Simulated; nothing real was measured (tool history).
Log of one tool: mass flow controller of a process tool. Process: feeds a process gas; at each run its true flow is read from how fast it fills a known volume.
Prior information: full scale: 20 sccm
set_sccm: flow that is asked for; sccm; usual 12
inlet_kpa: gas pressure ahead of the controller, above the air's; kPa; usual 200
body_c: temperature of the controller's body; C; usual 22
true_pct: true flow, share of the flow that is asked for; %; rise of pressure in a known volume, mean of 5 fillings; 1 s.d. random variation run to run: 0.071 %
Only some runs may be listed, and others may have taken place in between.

Run 1, day 0: usual settings. Result: true_pct 99.61 %.
Run 2, day 5.962: usual settings. Result: true_pct 99.63 %.
Run 3, day 14.079: usual settings. Result: true_pct 99.43 %.
Run 4, day 20.108: usual settings. Result: true_pct 99.4 %.
Run 5, day 29.396: usual settings. Result: true_pct 99.32 %.
Run 6, day 36.517: usual settings but body_c 21 C. Result: true_pct 99.08 %.
Run 7, day 45.492: usual settings. Result: true_pct 99.16 %.
Run 8, day 50.429: usual settings. Result: true_pct 99.05 %.
Run 9, day 58.054: usual settings but inlet_kpa 171 kPa. Result: true_pct 98.89 %.
Run 10, day 66.2: usual settings but inlet_kpa 171 kPa. Result: true_pct 98.96 %.
Run 11, day 72.329: usual settings but inlet_kpa 171 kPa. Result: true_pct 98.89 %.
Run 12, day 80.433: usual settings but inlet_kpa 171 kPa. Result: true_pct 98.81 %.
Run 13, day 87.425: usual settings. Result: true_pct 98.87 %.
Run 14, day 94.738: usual settings. Result: true_pct 98.63 %.
Run 15, day 100.667: usual settings. Result: true_pct 98.88 %.
Run 16, day 108.421: usual settings. Result: true_pct 98.71 %.
Run 17, day 114.638: usual settings. Result: true_pct 98.71 %.
Run 18, day 120.242: usual settings. Result: true_pct 98.54 %.
Run 19, day 125.238: usual settings. Result: true_pct 98.41 %.
Run 20, day 131.7: usual settings. Result: true_pct 98.48 %.
Run 21, day 135.879: usual settings but body_c 21 C. Result: true_pct 98.23 %.
Run 22, day 144.254: usual settings but inlet_kpa 210 kPa. Result: true_pct 98.29 %.
Run 23, day 152.875: usual settings but inlet_kpa 210 kPa. Result: true_pct 98.25 %.
At day 154.933: gauge calibrated.
Run 24, day 158.242: usual settings but inlet_kpa 210 kPa. Result: true_pct 99.71 %.
Run 25, day 164.467: usual settings but set_sccm 16 sccm, inlet_kpa 229 kPa, body_c 29 C. Result: true_pct 100.32 %.

Predict the results of run 26:
Run 26, day 169.358: usual settings but set_sccm 3 sccm, inlet_kpa 140 kPa, body_c 37 C. Result: true_pct ?.

true_pct: 100.09 %
With no hidden state in the tool, this same run would have given true_pct 100.19 %.
